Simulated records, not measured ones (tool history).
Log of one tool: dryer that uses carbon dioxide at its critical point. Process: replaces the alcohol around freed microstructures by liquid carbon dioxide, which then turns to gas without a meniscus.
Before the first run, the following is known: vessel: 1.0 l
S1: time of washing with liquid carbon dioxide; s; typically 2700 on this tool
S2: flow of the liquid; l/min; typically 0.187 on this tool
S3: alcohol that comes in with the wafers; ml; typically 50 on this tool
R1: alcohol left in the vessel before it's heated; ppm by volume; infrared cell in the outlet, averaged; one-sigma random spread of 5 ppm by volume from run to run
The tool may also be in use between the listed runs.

run 1 day=0.000 | S1=2700 S2=0.187 S3=50 | R1=189
run 2 day=2.112 | S1=2700 S2=0.187 S3=50 | R1=195
run 3 day=3.875 | S1=2700 S2=0.187 S3=50 | R1=216
run 4 day=6.162 | S1=2700 S2=0.187 S3=50 | R1=231
run 5 day=8.775 | S1=2700 S2=0.187 S3=50 | R1=265
-- day=9.217 inlet filter changed
run 6 day=11.112 | S1=2700 S2=0.187 S3=50 | R1=227
run 7 day=13.054 | S1=2700 S2=0.187 S3=50 | R1=247
run 8 day=14.967 | S1=2700 S2=0.187 S3=50 | R1=260
run 9 day=16.229 | S1=2700 S2=0.187 S3=50 | R1=276
run 10 day=17.508 | S1=2700 S2=0.187 S3=50 | R1=295
run 11 day=19.375 | S1=2700 S2=0.187 S3=26 | R1=258
run 12 day=21.300 | S1=2700 S2=0.187 S3=26 | R1=276
-- day=22.592 inlet filter changed
run 13 day=23.271 | S1=2700 S2=0.187 S3=26 | R1=280
run 14 day=24.450 | S1=2040 S2=0.187 S3=50 | R1=521
run 15 day=25.942 | S1=2040 S2=0.187 S3=50 | R1=547
-- day=26.212 purifier's bed changed
run 16 day=27.817 | S1=2700 S2=0.141 S3=22 | R1=165
run 17 day=29.442 | S1=2460 S2=0.168 S3=21 | R1=118
run 18 day=31.904 | S1=2460 S2=0.168 S3=21 | R1=142
run 19 day=34.079 | S1=4020 S2=0.133 S3=77 | R1=151
run 20 day=35.383 | S1=4020 S2=0.133 S3=77 | R1=159
-- day=36.133 inlet filter changed
run 21 day=37.400 | S1=2520 S2=0.255 S3=50 | R1=68
run 22 day=39.450 | S1=1980 S2=0.187 S3=59 | R1=445
run 23 day=40.858 | S1=1980 S2=0.187 S3=59 | R1=489
run 24 day=42.617 | S1=1980 S2=0.187 S3=59 | R1=523
run 25 day=44.212 | S1=2700 S2=0.305 S3=117 | R1=93

Run 26, settings as shown, results not yet in. Your forecast:
run 26 day=46.254 | S1=2640 S2=0.265 S3=93 | R1=?

R1: 118 ppm by volume
Had the tool carried no hidden state, the very same run would have given R1 7 ppm by volume.
